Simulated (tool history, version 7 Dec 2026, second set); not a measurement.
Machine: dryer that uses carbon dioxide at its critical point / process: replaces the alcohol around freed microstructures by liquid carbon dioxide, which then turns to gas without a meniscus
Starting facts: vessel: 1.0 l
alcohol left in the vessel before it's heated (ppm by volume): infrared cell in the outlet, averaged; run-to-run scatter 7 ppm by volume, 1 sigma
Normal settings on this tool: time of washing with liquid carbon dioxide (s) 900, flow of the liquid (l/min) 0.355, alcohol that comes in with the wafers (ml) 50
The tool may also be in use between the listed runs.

| run | day | time of washing with liquid carbon dioxide (s) | flow of the liquid (l/min) | alcohol that comes in with the wafers (ml) | alcohol left in the vessel before it's heated (ppm by volume) |
|---|---|---|---|---|---|
| 1 | 0.000 | 900 | 0.355 | 50 | 483 |
| 2 | 0.458 | 900 | 0.355 | 50 | 463 |
| 3 | 1.296 | 900 | 0.355 | 50 | 461 |
| 4 | 2.004 | 900 | 0.355 | 50 | 467 |
| 5 | 2.612 | 900 | 0.355 | 50 | 482 |
| 6 | 3.054 | 900 | 0.355 | 50 | 468 |
| 7 | 3.871 | 900 | 0.355 | 50 | 474 |
| 8 | 4.300 | 900 | 0.355 | 50 | 490 |
| 9 | 4.983 | 900 | 0.355 | 50 | 481 |
| 10 | 5.383 | 1380 | 0.383 | 41 | 67 |
| 11 | 5.812 | 1380 | 0.383 | 41 | 71 |
|  | 6.692 | inlet filter changed |
| 12 | 6.792 | 1380 | 0.225 | 41 | 373 |
| 13 | 7.383 | 900 | 0.332 | 34 | 362 |
| 14 | 8.029 | 900 | 0.288 | 56 | 1010 |
| 15 | 8.679 | 780 | 0.279 | 72 | 2394 |
| 16 | 9.371 | 780 | 0.548 | 30 | 92 |
| 17 | 10.283 | 780 | 0.548 | 30 | 92 |
| 18 | 11.217 | 900 | 0.548 | 36 | 78 |

Forecast each of these 4 alternatives for the next run:
| A | 11.854 | 900 | 0.225 | 116 | ? |
| B | 11.854 | 900 | 0.372 | 21 | ? |
| C | 11.854 | 900 | 0.487 | 97 | ? |
| D | 11.854 | 900 | 0.587 | 50 | ? |

| run | alcohol left in the vessel before it's heated (ppm by volume) |
|---|---|
| A | 5214 |
| B | 181 |
| C | 165 |
| D | 68 |
Take away the tool's hidden state, keep each run's random variation, and the runs would have read:
| run | alcohol left in the vessel before it's heated (ppm by volume) |
|---|---|
| A | 5038 |
| B | 120 |
| C | 103 |
| D | 9 |
